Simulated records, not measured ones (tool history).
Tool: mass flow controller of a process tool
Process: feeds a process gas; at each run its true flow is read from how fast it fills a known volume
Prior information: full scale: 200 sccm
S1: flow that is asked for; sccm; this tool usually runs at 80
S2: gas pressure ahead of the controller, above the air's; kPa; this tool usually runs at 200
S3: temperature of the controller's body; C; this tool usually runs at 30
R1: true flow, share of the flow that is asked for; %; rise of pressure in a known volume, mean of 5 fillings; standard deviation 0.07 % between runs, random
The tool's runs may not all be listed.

run	hour	S1	S2	S3	R1
1	0.0	80	200	30	96.03
2	289.1	80	200	30	95.98
3	530.7	27	200	30	99.07
# hour 680.7: controller exchanged for a calibrated one
4	808.7	27	200	30	98.36
5	1100.0	27	200	30	98.57
6	1293.3	27	200	30	98.81
7	1621.6	27	200	30	98.81
8	1785.7	27	200	30	99.10
9	2114.5	80	200	30	98.92
10	2479.0	80	200	30	98.81
11	2663.5	80	200	30	98.80
# hour 2685.5: controller's zero set anew
12	3060.4	80	200	30	99.07
13	3431.3	80	200	30	99.02
14	3596.6	70	200	30	99.04
15	3840.5	70	178	23	99.90
16	4126.3	138	178	22	99.85
17	4362.0	89	206	26	99.18
18	4682.4	122	159	37	98.32
# hour 5003.8: controller's zero set anew, once more
19	5081.2	122	159	37	97.53
20	5255.9	122	159	24	98.53
21	5454.2	162	192	23	98.82
22	5723.8	77	147	28	98.09
23	6121.0	151	147	24	98.80
24	6439.9	61	230	26	97.93

A few steps of R1 between consecutive runs. Split each: what settings, incoming material and random variation would produce without the hidden state, and what is left over for the hidden state, along with gauge scatter present in only one of the two compared results (measured, and without hidden state):
The tool's hidden condition here consists of: flow at rest that the sensor doesn't see, % of full scale; true flow over the shown one, %; drift of the gauge itself on true_pct, %.
Run 2 -> 3: S1 80 -> 27. R1 +3.09 %: hidden state +3.68, all else -0.59.
Run 18 -> 19: controller's zero set anew, once more. R1 -0.79 %: hidden state -0.98, all else +0.19.
Run 19 -> 20: S3 37 -> 24. R1 +1.00 %: hidden state -0.01, all else +1.01.
